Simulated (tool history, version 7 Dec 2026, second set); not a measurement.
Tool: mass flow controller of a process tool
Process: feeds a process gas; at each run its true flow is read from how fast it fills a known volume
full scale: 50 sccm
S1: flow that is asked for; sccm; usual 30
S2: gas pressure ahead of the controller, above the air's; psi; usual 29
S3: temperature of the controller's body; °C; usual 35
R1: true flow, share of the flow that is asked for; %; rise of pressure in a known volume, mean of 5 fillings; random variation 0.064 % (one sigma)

Run 1, hour 0: usual settings. Result: R1 98.09 %.
Run 2, hour 254.2: usual settings. Result: R1 97.94 %.
Run 3, hour 495.3: usual settings but S2 40.5 psi. Result: R1 97.38 %.
Run 4, hour 736.3: usual settings but S2 29.9 psi. Result: R1 97.8 %.
At hour 891.8: controller exchanged for a calibrated one.
Run 5, hour 1071: usual settings but S2 36.1 psi. Result: R1 97.41 %.
Run 6, hour 1421.5: usual settings but S2 36.1 psi. Result: R1 97.25 %.
Run 7, hour 1749.2: usual settings but S2 35 psi. Result: R1 97.24 %.
Run 8, hour 2025: usual settings. Result: R1 97.34 %.
Run 9, hour 2395.3: usual settings. Result: R1 97.32 %.
Run 10, hour 2567.5: usual settings but S2 28.9 psi. Result: R1 97.29 %.
Run 11, hour 2875.1: usual settings but S1 5 sccm. Result: R1 95.64 %.
Run 12, hour 3189: usual settings but S1 5 sccm. Result: R1 95.55 %.
Run 13, hour 3427.3: usual settings. Result: R1 96.88 %.
Run 14, hour 3798.1: usual settings. Result: R1 96.78 %.
Run 15, hour 4064.4: usual settings. Result: R1 96.7 %.
Run 16, hour 4460.3: usual settings. Result: R1 96.56 %.
Run 17, hour 4762: usual settings but S2 22.2 psi. Result: R1 96.68 %.
Run 18, hour 5163.9: usual settings but S2 29.9 psi. Result: R1 96.4 %.
Run 19, hour 5337.4: usual settings. Result: R1 96.21 %.
Run 20, hour 5528.5: usual settings. Result: R1 96.27 %.
Run 21, hour 5760: usual settings but S1 28 sccm. Result: R1 96.02 %.
Run 22, hour 5985.5: usual settings but S1 28 sccm. Result: R1 96.04 %.
Run 23, hour 6202: usual settings but S1 28 sccm. Result: R1 95.9 %.
Run 24, hour 6394.8: usual settings but S1 28 sccm. Result: R1 95.73 %.
At hour 6485.7: gauge calibrated.
At hour 6676.5: controller's zero set anew.
Run 25, hour 6815.2: usual settings but S1 28 sccm. Result: R1 97.84 %.
Run 26, hour 7172.9: usual settings but S1 10 sccm, S3 20 °C. Result: R1 97.98 %.
Run 27, hour 7501.9: usual settings but S2 20.5 psi. Result: R1 97.92 %.
Run 28, hour 7778: usual settings but S2 20.5 psi. Result: R1 98.02 %.
Run 29, hour 8126.7: usual settings but S2 33.6 psi. Result: R1 97.42 %.
Run 30, hour 8399.7: usual settings but S2 33.6 psi. Result: R1 97.28 %.
Run 31, hour 8730.1: usual settings but S1 23 sccm, S2 25.2 psi, S3 23 °C. Result: R1 98.06 %.
Run 32, hour 8903: usual settings but S1 5 sccm, S2 39.5 psi, S3 20 °C. Result: R1 96.79 %.
Run 33, hour 9157.5: usual settings but S1 5 sccm, S2 39.5 psi, S3 20 °C. Result: R1 96.62 %.
Run 34, hour 9421.8: usual settings but S1 36 sccm, S2 33.6 psi, S3 23 °C. Result: R1 98.23 %.
Run 35, hour 9770.4: usual settings but S1 36 sccm, S2 33.6 psi, S3 23 °C. Result: R1 98.13 %.
Run 36, hour 10035.9: usual settings but S1 36 sccm, S2 33.6 psi, S3 23 °C. Result: R1 98.07 %.
Run 37, hour 10459.7: usual settings but S1 38 sccm, S3 27 °C. Result: R1 97.86 %.
Run 38, hour 10677.8: usual settings but S1 38 sccm, S3 27 °C. Result: R1 97.78 %.
Run 39, hour 10994.6: usual settings but S1 6 sccm, S2 28.6 psi, S3 30 °C. Result: R1 95.76 %.
Run 40, hour 11258: usual settings but S1 6 sccm, S2 35.1 psi, S3 21 °C. Result: R1 96.09 %.
Run 41, hour 11643.8: usual settings but S1 6 sccm, S2 35.1 psi, S3 21 °C. Result: R1 95.94 %.
Run 42, hour 11955.8: usual settings but S1 10 sccm, S2 39 psi, S3 24 °C. Result: R1 95.69 %.
At hour 12003.1: gauge calibrated.
Run 43, hour 12255.5: usual settings but S1 10 sccm, S2 39 psi, S3 24 °C. Result: R1 97.29 %.
At hour 12437.9: controller's zero set anew.
Run 44, hour 12609.4: usual settings but S1 10 sccm, S2 39 psi, S3 24 °C. Result: R1 97.2 %.
Run 45, hour 12931.8: usual settings but S1 15 sccm, S2 40.2 psi, S3 23 °C. Result: R1 97.46 %.

Hidden state or all else? Some run-to-run changes of R1, split into what the settings, what came in and random variation would give without the hidden state, and what is left for the hidden state (with any gauge scatter that isn't in both results):
The hidden state here: flow at rest that the sensor doesn't see, % of full scale; true flow over the shown one, %; drift of the gauge itself on true_pct, %.
Run 10 -> 11: S1 30 -> 5, S2 28.9 -> 29. R1 -1.65 %: hidden state -0.08, all else -1.57.
Run 24 -> 25: gauge calibrated, controller's zero set anew. R1 +2.11 %: hidden state +1.99, all else +0.12.
Run 36 -> 37: S1 36 -> 38, S2 33.6 -> 29, S3 23 -> 27. R1 -0.21 %: hidden state -0.14, all else -0.07.
Run 38 -> 39: S1 38 -> 6, S2 29 -> 28.6, S3 27 -> 30. R1 -2.02 %: hidden state -0.06, all else -1.96.
Run 42 -> 43: gauge calibrated. R1 +1.6 %: hidden state +1.71, all else -0.11.
